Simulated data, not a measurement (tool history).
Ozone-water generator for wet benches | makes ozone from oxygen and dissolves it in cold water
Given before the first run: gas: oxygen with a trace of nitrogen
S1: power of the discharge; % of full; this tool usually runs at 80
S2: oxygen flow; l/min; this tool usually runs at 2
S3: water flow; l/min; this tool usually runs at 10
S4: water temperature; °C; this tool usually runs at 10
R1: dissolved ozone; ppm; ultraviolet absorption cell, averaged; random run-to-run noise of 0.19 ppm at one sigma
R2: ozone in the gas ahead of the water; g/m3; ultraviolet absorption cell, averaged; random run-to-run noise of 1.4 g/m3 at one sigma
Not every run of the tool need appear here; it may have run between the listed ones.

run,hour,S1,S2,S3,S4,R1,R2
1,0,80,2,10,10,25.2,249.7
2,38.8,80,2,10,10,25.1,249
3,102.4,80,2,10,10,25.1,249.3
4,171.2,80,1.37,10,10,21.9,283.9
5,233.8,80,1.37,10,11,21.9,283.8
6,310.2,80,1.37,10,11,21.7,282.1
7,396,80,1.37,10,11,21.5,281.9
8,450.4,80,2,10,10,25,250.1
9,487.8,80,2,10,10,24.6,246.5
10,547,80,2,14,10,18.4,247.3
11,623.1,80,2,14,10,18.5,247.2
12,688.6,80,2,10,10,25,245.9
13,773.4,97,2,10,10,28.1,285.2
14,859.8,97,2,15,10,19.5,280.7
15,919.4,97,2,15,10,19.7,283.2
16,960.4,80,2,10,7,25.8,249.1
17,1013.9,80,1.91,10,12,23.8,250.3
18,1081.8,69,1.91,10,10,22,224
19,1162.7,69,1.91,10,10,22,224.5
20,1227.5,69,1.91,6,10,33.5,224.7
21,1285.5,92,1.07,14,7,15.5,337.5
22,1364.3,92,1.07,14,7,15.2,337.8
23,1429,82,1.07,14,7,14.3,313.2
24,1478.4,82,1.07,14,12,13.9,311.2
25,1550.1,80,2,10,16,23.1,245.4
26,1590.1,80,2,10,16,23.3,245.6
27,1669.3,80,2,10,16,23,244.5
28,1715,62,2,10,16,19.2,204.1
29,1765,62,2,9,10,22.5,203.9
30,1805.7,62,2,9,10,22.1,203.1
31,1875.7,50,2.44,9,17,18.7,162.5
32,1958.3,50,2.44,9,17,18.3,163.2

The log once held 1 entry between its listed runs, left out of this copy. Where does each go, and what is different about the tool's unlogged condition between the listed run before it and the listed run after it?
Run 20 -> run 21: water thermometer calibrated (hour 1256.6)
  yield of the discharge, % of new electrodes': 95.8 -> 95.7; contactor's efficiency, % of a clean one's: 89.5 -> 89.4; true water temperature over the reading, C: 0.12 -> -0.02
  difference, measured minus the result without the unlogged condition, R1: -3 -> -1.7 ppm; R2: -9.7 -> -18.1 g/m3
